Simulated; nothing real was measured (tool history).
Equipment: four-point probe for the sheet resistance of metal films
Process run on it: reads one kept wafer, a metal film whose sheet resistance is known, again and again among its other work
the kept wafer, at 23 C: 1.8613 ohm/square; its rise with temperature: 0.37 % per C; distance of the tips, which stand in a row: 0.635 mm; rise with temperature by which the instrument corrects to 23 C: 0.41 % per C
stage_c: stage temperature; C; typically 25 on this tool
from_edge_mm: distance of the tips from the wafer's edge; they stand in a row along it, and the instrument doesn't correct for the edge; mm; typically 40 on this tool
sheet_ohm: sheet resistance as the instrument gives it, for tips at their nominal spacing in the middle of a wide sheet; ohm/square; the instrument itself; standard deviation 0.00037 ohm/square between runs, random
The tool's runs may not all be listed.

| run | hour | stage_c | from_edge_mm | sheet_ohm |
|---|---|---|---|---|
| 1 | 0.0 | 25 | 40 | 1.862287 |
| 2 | 34.7 | 20 | 40 | 1.865995 |
| 3 | 59.4 | 25 | 11 | 1.865070 |
| 4 | 78.0 | 25 | 11 | 1.865510 |
| 5 | 115.8 | 18 | 40 | 1.867763 |
| 6 | 152.1 | 18 | 40 | 1.867775 |
| 7 | 184.9 | 18 | 40 | 1.867824 |
| 8 | 220.8 | 18 | 40 | 1.868609 |
| 9 | 239.8 | 18 | 6 | 1.879419 |
| 10 | 258.0 | 18 | 6 | 1.879858 |
| 11 | 277.7 | 18 | 6 | 1.878917 |
| 12 | 317.9 | 26 | 40 | 1.861405 |
| 13 | 357.8 | 25 | 8 | 1.869149 |
| 14 | 390.5 | 28 | 40 | 1.860536 |
| 15 | 428.7 | 28 | 40 | 1.861834 |
| 16 | 450.6 | 22 | 9 | 1.870584 |
| 17 | 476.0 | 22 | 4 | 1.890216 |
| 18 | 506.3 | 29 | 14 | 1.861513 |
| 19 | 540.1 | 29 | 14 | 1.861862 |
| 20 | 565.1 | 27 | 40 | 1.861659 |
| 21 | 603.5 | 27 | 40 | 1.862044 |
| 22 | 645.1 | 27 | 33 | 1.861755 |
| 23 | 673.8 | 22 | 9 | 1.870563 |
| 24 | 696.3 | 19 | 11 | 1.871889 |

Some steps in sheet_ohm, run to run, broken into two amounts with sign: the step expected even without the hidden condition (settings, incoming material, random variation), and the rest, left for the hidden condition together with whatever gauge scatter is not in both the measured and the hidden-condition-free result:
Unlogged tool condition in this case: inner tips' distance over the nominal, %; tips' flats over new ones', %; wafer's true temperature over the reading, C; drift of the gauge itself on sheet_ohm, %.
Run 11 -> 12: stage_c 18 -> 26, from_edge_mm 6 -> 40. sheet_ohm -0.017512 ohm/square: hidden state +0.000111, all else -0.017623.
Run 13 -> 14: stage_c 25 -> 28, from_edge_mm 8 -> 40. sheet_ohm -0.008613 ohm/square: hidden state +0.000080, all else -0.008693.
Run 16 -> 17: from_edge_mm 9 -> 4. sheet_ohm +0.019632 ohm/square: hidden state +0.000075, all else +0.019557.
Run 17 -> 18: stage_c 22 -> 29, from_edge_mm 4 -> 14. sheet_ohm -0.028703 ohm/square: hidden state +0.000069, all else -0.028772.
